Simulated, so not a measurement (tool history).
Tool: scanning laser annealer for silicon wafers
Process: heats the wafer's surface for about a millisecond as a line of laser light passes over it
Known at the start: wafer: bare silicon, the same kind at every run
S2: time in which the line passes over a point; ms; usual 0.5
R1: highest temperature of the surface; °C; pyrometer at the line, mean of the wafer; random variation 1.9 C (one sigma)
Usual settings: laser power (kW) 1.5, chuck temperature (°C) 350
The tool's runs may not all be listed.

{"run": 1, "hour": 0.0, "laser power (kW)": 1.5, "S2": 0.5, "chuck temperature (°C)": 350, "R1": 1082}
{"hour": 7.0, "done": "window over the wafer cleaned"}
{"run": 2, "hour": 49.2, "laser power (kW)": 1.5, "S2": 0.525, "chuck temperature (°C)": 350, "R1": 1114}
{"run": 3, "hour": 77.5, "laser power (kW)": 1.5, "S2": 0.5, "chuck temperature (°C)": 350, "R1": 1100}
{"run": 4, "hour": 103.6, "laser power (kW)": 1.5, "S2": 0.5, "chuck temperature (°C)": 350, "R1": 1102}
{"run": 5, "hour": 143.0, "laser power (kW)": 1.5, "S2": 0.5, "chuck temperature (°C)": 350, "R1": 1101}
{"run": 6, "hour": 178.6, "laser power (kW)": 1.5, "S2": 0.5, "chuck temperature (°C)": 350, "R1": 1097}
{"run": 7, "hour": 209.9, "laser power (kW)": 1.5, "S2": 0.5, "chuck temperature (°C)": 350, "R1": 1094}
{"run": 8, "hour": 254.4, "laser power (kW)": 1.575, "S2": 0.5, "chuck temperature (°C)": 350, "R1": 1136}
{"run": 9, "hour": 303.7, "laser power (kW)": 1.575, "S2": 0.5, "chuck temperature (°C)": 350, "R1": 1133}
{"run": 10, "hour": 356.4, "laser power (kW)": 1.5, "S2": 0.5, "chuck temperature (°C)": 350, "R1": 1093}
{"run": 11, "hour": 387.5, "laser power (kW)": 1.5, "S2": 0.376, "chuck temperature (°C)": 350, "R1": 1012}
{"run": 12, "hour": 428.0, "laser power (kW)": 1.5, "S2": 0.5, "chuck temperature (°C)": 350, "R1": 1097}
{"hour": 441.0, "done": "optics aligned, line set to its width"}
{"run": 13, "hour": 467.6, "laser power (kW)": 1.5, "S2": 0.5, "chuck temperature (°C)": 350, "R1": 1111}
{"run": 14, "hour": 523.2, "laser power (kW)": 1.5, "S2": 0.5, "chuck temperature (°C)": 350, "R1": 1109}
{"run": 15, "hour": 552.7, "laser power (kW)": 1.5, "S2": 0.5, "chuck temperature (°C)": 350, "R1": 1109}
{"run": 16, "hour": 575.1, "laser power (kW)": 1.5, "S2": 0.5, "chuck temperature (°C)": 350, "R1": 1107}
{"run": 17, "hour": 621.9, "laser power (kW)": 1.5, "S2": 0.5, "chuck temperature (°C)": 350, "R1": 1106}
{"run": 18, "hour": 645.0, "laser power (kW)": 1.5, "S2": 0.5, "chuck temperature (°C)": 350, "R1": 1110}
{"run": 19, "hour": 670.6, "laser power (kW)": 1.5, "S2": 0.5, "chuck temperature (°C)": 350, "R1": 1109}
{"run": 20, "hour": 705.6, "laser power (kW)": 1.5, "S2": 0.5, "chuck temperature (°C)": 350, "R1": 1103}
{"run": 21, "hour": 744.9, "laser power (kW)": 1.5, "S2": 0.5, "chuck temperature (°C)": 350, "R1": 1103}
{"run": 22, "hour": 771.1, "laser power (kW)": 1.5, "S2": 0.5, "chuck temperature (°C)": 350, "R1": 1110}
{"run": 23, "hour": 820.0, "laser power (kW)": 1.521, "S2": 0.391, "chuck temperature (°C)": 350, "R1": 1039}
{"run": 24, "hour": 861.5, "laser power (kW)": 1.521, "S2": 0.391, "chuck temperature (°C)": 350, "R1": 1039}
{"run": 25, "hour": 895.7, "laser power (kW)": 1.553, "S2": 0.427, "chuck temperature (°C)": 377, "R1": 1109}
{"run": 26, "hour": 943.3, "laser power (kW)": 1.553, "S2": 0.427, "chuck temperature (°C)": 377, "R1": 1108}
{"run": 27, "hour": 966.1, "laser power (kW)": 1.5, "S2": 0.584, "chuck temperature (°C)": 321, "R1": 1122}
{"run": 28, "hour": 1013.1, "laser power (kW)": 1.5, "S2": 0.52, "chuck temperature (°C)": 350, "R1": 1115}
{"run": 29, "hour": 1061.2, "laser power (kW)": 1.604, "S2": 0.5, "chuck temperature (°C)": 348, "R1": 1153}
{"run": 30, "hour": 1111.9, "laser power (kW)": 1.5, "S2": 0.374, "chuck temperature (°C)": 350, "R1": 1014}
{"run": 31, "hour": 1155.2, "laser power (kW)": 1.481, "S2": 0.486, "chuck temperature (°C)": 388, "R1": 1118}
{"run": 32, "hour": 1190.8, "laser power (kW)": 1.439, "S2": 0.472, "chuck temperature (°C)": 380, "R1": 1077}
{"run": 33, "hour": 1242.1, "laser power (kW)": 1.587, "S2": 0.381, "chuck temperature (°C)": 367, "R1": 1073}
{"run": 34, "hour": 1273.9, "laser power (kW)": 1.469, "S2": 0.577, "chuck temperature (°C)": 371, "R1": 1152}
{"run": 35, "hour": 1298.7, "laser power (kW)": 1.508, "S2": 0.371, "chuck temperature (°C)": 385, "R1": 1046}
{"run": 36, "hour": 1339.9, "laser power (kW)": 1.508, "S2": 0.371, "chuck temperature (°C)": 385, "R1": 1045}
{"run": 37, "hour": 1370.9, "laser power (kW)": 1.317, "S2": 0.382, "chuck temperature (°C)": 350, "R1": 931}
{"run": 38, "hour": 1422.5, "laser power (kW)": 1.483, "S2": 0.5, "chuck temperature (°C)": 339, "R1": 1072}
{"run": 39, "hour": 1461.1, "laser power (kW)": 1.5, "S2": 0.5, "chuck temperature (°C)": 387, "R1": 1129}
{"run": 40, "hour": 1515.2, "laser power (kW)": 1.5, "S2": 0.5, "chuck temperature (°C)": 386, "R1": 1131}
{"run": 41, "hour": 1547.1, "laser power (kW)": 1.437, "S2": 0.448, "chuck temperature (°C)": 373, "R1": 1052}
{"run": 42, "hour": 1574.7, "laser power (kW)": 1.437, "S2": 0.448, "chuck temperature (°C)": 373, "R1": 1049}

Forecast each of these 3 alternatives for the next run:
{"run": "A", "hour": 1608.8, "laser power (kW)": 1.544, "S2": 0.475, "chuck temperature (°C)": 330, "R1": "?"}
{"run": "B", "hour": 1608.8, "laser power (kW)": 1.585, "S2": 0.5, "chuck temperature (°C)": 350, "R1": "?"}
{"run": "C", "hour": 1608.8, "laser power (kW)": 1.515, "S2": 0.611, "chuck temperature (°C)": 374, "R1": "?"}

run=A R1=1078
run=B R1=1135
run=C R1=1192
Without the tool's hidden state the same runs would have given:
run=A R1=1095
run=B R1=1153
run=C R1=1211
